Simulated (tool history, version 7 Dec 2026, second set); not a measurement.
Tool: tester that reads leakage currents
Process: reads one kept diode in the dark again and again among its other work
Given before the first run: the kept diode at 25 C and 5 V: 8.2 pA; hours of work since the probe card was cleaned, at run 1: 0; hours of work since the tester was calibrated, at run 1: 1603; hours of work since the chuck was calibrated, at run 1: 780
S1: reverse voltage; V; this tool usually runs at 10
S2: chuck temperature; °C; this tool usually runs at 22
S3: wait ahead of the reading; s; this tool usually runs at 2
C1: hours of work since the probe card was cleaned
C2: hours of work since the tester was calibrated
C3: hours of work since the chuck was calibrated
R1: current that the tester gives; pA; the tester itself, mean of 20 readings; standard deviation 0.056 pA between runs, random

run	hour	S1	S2	S3	C1	C2	C3	R1
1	0	10	22	2	0	1603	780	9.65
2	128.8	10	22	2	87	1690	867	11.78
3	300.6	10	22	2	202	1806	982	14.43
4	432	2.5	22	2	291	1894	1071	7.33
5	562.4	2.5	22	2	379	1982	1159	7.82
6	752.2	2.5	22	2	506	2110	1286	8.6

Run 7, settings as shown, results not yet in. Your forecast:
7	935.7	2.5	22	2	630	2233	1410	?

{"run 7": {"R1": 9.53}}
On a tool with no hidden condition, and with the same random variation, this run would have come out at R1 4.96 pA.
